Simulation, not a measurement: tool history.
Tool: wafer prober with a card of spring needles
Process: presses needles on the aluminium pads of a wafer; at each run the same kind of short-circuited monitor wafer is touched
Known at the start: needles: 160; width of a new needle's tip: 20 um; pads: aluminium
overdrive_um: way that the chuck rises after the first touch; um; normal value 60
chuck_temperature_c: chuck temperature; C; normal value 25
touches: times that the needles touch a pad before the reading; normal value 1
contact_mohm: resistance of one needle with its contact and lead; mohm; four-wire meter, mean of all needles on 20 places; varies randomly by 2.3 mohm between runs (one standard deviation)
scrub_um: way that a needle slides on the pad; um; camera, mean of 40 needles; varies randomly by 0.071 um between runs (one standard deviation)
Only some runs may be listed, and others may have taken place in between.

Run 1, hour 0: usual settings. Result: contact_mohm 417 mohm, scrub_um 10.03 um.
At hour 9.5: tips cleaned on abrasive film.
At hour 22.2: tips cleaned on abrasive film.
At hour 34.9: tips cleaned on abrasive film.
At hour 47.6: tips cleaned on abrasive film.
At hour 60.2: tips cleaned on abrasive film.
At hour 73.4: tips cleaned on abrasive film.
Run 2, hour 73.4: usual settings. Result: contact_mohm 292 mohm, scrub_um 9.94 um.
At hour 86.1: tips cleaned on abrasive film.
At hour 95.8: height of the first contact set anew.
At hour 99: tips cleaned on abrasive film.
At hour 111.7: tips cleaned on abrasive film.
At hour 127.5: tips cleaned on abrasive film.
At hour 143.4: tips cleaned on abrasive film.
Run 3, hour 150.1: usual settings. Result: contact_mohm 485 mohm, scrub_um 10.23 um.
At hour 156.5: tips cleaned on abrasive film.
At hour 169.1: tips cleaned on abrasive film.
At hour 185: tips cleaned on abrasive film.
At hour 197.6: tips cleaned on abrasive film.
At hour 210.3: tips cleaned on abrasive film.
At hour 223: tips cleaned on abrasive film.
Run 4, hour 228.3: usual settings but chuck_temperature_c 33 C. Result: contact_mohm 465 mohm, scrub_um 10.21 um.
At hour 237.9: tips cleaned on abrasive film.
At hour 250.5: tips cleaned on abrasive film.
At hour 266.4: tips cleaned on abrasive film.
Run 5, hour 268.7: usual settings but overdrive_um 48 um. Result: contact_mohm 479 mohm, scrub_um 7.95 um.
At hour 281.3: tips cleaned on abrasive film.
At hour 294: tips cleaned on abrasive film.
At hour 306.7: tips cleaned on abrasive film.
Run 6, hour 310.8: usual settings but chuck_temperature_c 38 C. Result: contact_mohm 432 mohm, scrub_um 9.97 um.
At hour 320.3: tips cleaned on abrasive film.
At hour 333: tips cleaned on abrasive film.
At hour 345.7: tips cleaned on abrasive film.
Run 7, hour 353.4: usual settings but chuck_temperature_c 38 C. Result: contact_mohm 494 mohm, scrub_um 9.94 um.
At hour 359.8: tips cleaned on abrasive film.
At hour 372.5: tips cleaned on abrasive film.
At hour 385.2: tips cleaned on abrasive film.
Run 8, hour 396.1: usual settings but chuck_temperature_c 45 C. Result: contact_mohm 539 mohm, scrub_um 10.06 um.
At hour 399.3: tips cleaned on abrasive film.
At hour 402.8: height of the first contact set anew.
At hour 412.3: tips cleaned on abrasive film.
At hour 428.1: tips cleaned on abrasive film.
Run 9, hour 430.7: usual settings but chuck_temperature_c 45 C. Result: contact_mohm 402 mohm, scrub_um 10.4 um.
At hour 443.3: tips cleaned on abrasive film.
At hour 456: tips cleaned on abrasive film.
At hour 468.7: tips cleaned on abrasive film.
At hour 481.4: tips cleaned on abrasive film, once more.
At hour 494: tips cleaned on abrasive film.
Run 10, hour 505: usual settings but overdrive_um 74 um, chuck_temperature_c 31 C, touches 2. Result: contact_mohm 367 mohm, scrub_um 12.58 um.
At hour 508.2: tips cleaned on abrasive film.
At hour 520.9: tips cleaned on abrasive film.
At hour 536.7: tips cleaned on abrasive film.
At hour 549.4: tips cleaned on abrasive film.
At hour 562.1: tips cleaned on abrasive film.
Run 11, hour 562.1: usual settings but overdrive_um 74 um, chuck_temperature_c 48 C, touches 2. Result: contact_mohm 276 mohm, scrub_um 12.46 um.
At hour 577.9: tips cleaned on abrasive film.
At hour 590.6: tips cleaned on abrasive film.
At hour 603.2: tips cleaned on abrasive film.
At hour 615.9: tips cleaned on abrasive film.
At hour 628.6: tips cleaned on abrasive film.
At hour 642.6: tips cleaned on abrasive film.
Run 12, hour 642.6: usual settings but chuck_temperature_c 42 C. Result: contact_mohm 280 mohm, scrub_um 10.09 um.
At hour 658.4: tips cleaned on abrasive film.
At hour 671.1: tips cleaned on abrasive film.
At hour 683.7: tips cleaned on abrasive film.
At hour 696.4: tips cleaned on abrasive film.
At hour 709.1: tips cleaned on abrasive film.
At hour 709.4: height of the first contact set anew.
Run 13, hour 710: usual settings but chuck_temperature_c 42 C. Result: contact_mohm 323 mohm, scrub_um 10.42 um.
At hour 722.6: tips cleaned on abrasive film.
At hour 735.3: tips cleaned on abrasive film.
At hour 748: tips cleaned on abrasive film.
At hour 763.8: tips cleaned on abrasive film.
At hour 779.6: tips cleaned on abrasive film.
Run 14, hour 788.2: usual settings but chuck_temperature_c 42 C. Result: contact_mohm 510 mohm, scrub_um 10.31 um.
At hour 794.6: tips cleaned on abrasive film.
At hour 807.3: tips cleaned on abrasive film.
At hour 820: tips cleaned on abrasive film.
At hour 832.6: tips cleaned on abrasive film.
At hour 845.3: tips cleaned on abrasive film.
At hour 858: tips cleaned on abrasive film.
Run 15, hour 864.7: usual settings but overdrive_um 48 um, touches 2. Result: contact_mohm 506 mohm, scrub_um 8.14 um.
At hour 871.1: tips cleaned on abrasive film.
At hour 883.8: tips cleaned on abrasive film.
At hour 896.5: tips cleaned on abrasive film.
Run 16, hour 897.4: usual settings but overdrive_um 48 um, touches 2. Result: contact_mohm 349 mohm, scrub_um 8.04 um.
At hour 910: tips cleaned on abrasive film.
At hour 922.7: tips cleaned on abrasive film.
At hour 935.4: tips cleaned on abrasive film.
At hour 948.1: tips cleaned on abrasive film.
At hour 960.7: tips cleaned on abrasive film.
Run 17, hour 964.4: usual settings but overdrive_um 48 um, touches 2. Result: contact_mohm 434 mohm, scrub_um 7.9 um.
At hour 974: tips cleaned on abrasive film.
At hour 989.8: tips cleaned on abrasive film.
Run 18, hour 1001.8: usual settings but overdrive_um 77 um, chuck_temperature_c 42 C. Result: contact_mohm 470 mohm, scrub_um 12.63 um.

Here are 4 independent what-if runs from the current tool condition. What would each one return?
At hour 1005: tips cleaned on abrasive film.
At hour 1017.7: tips cleaned on abrasive film.
At hour 1018: height of the first contact set anew.
At hour 1030.7: tips cleaned on abrasive film.
At hour 1043.3: tips cleaned on abrasive film.
Run A, hour 1049.8: usual settings but touches 3. Result: contact_mohm ?, scrub_um ?.
At hour 1005: tips cleaned on abrasive film.
At hour 1017.7: tips cleaned on abrasive film.
At hour 1018: height of the first contact set anew.
At hour 1030.7: tips cleaned on abrasive film.
At hour 1043.3: tips cleaned on abrasive film.
Run B, hour 1049.8: usual settings but chuck_temperature_c 71 C. Result: contact_mohm ?, scrub_um ?.
At hour 1005: tips cleaned on abrasive film.
At hour 1017.7: tips cleaned on abrasive film.
At hour 1018: height of the first contact set anew.
At hour 1030.7: tips cleaned on abrasive film.
At hour 1043.3: tips cleaned on abrasive film.
Run C, hour 1049.8: usual settings but overdrive_um 45 um, chuck_temperature_c 37 C. Result: contact_mohm ?, scrub_um ?.
At hour 1005: tips cleaned on abrasive film.
At hour 1017.7: tips cleaned on abrasive film.
At hour 1018: height of the first contact set anew.
At hour 1030.7: tips cleaned on abrasive film.
At hour 1043.3: tips cleaned on abrasive film.
Run D, hour 1049.8: usual settings but overdrive_um 51 um, chuck_temperature_c 81 C. Result: contact_mohm ?, scrub_um ?.

run  contact_mohm  scrub_um
  A           356     10.24
  B           507     10.17
  C           687      7.73
  D           592      8.66
Had the tool no hidden state, the same runs would have come out as:
run  contact_mohm  scrub_um
  A           259     10.26
  B           268     10.19
  C           259      7.76
  D           273      8.69
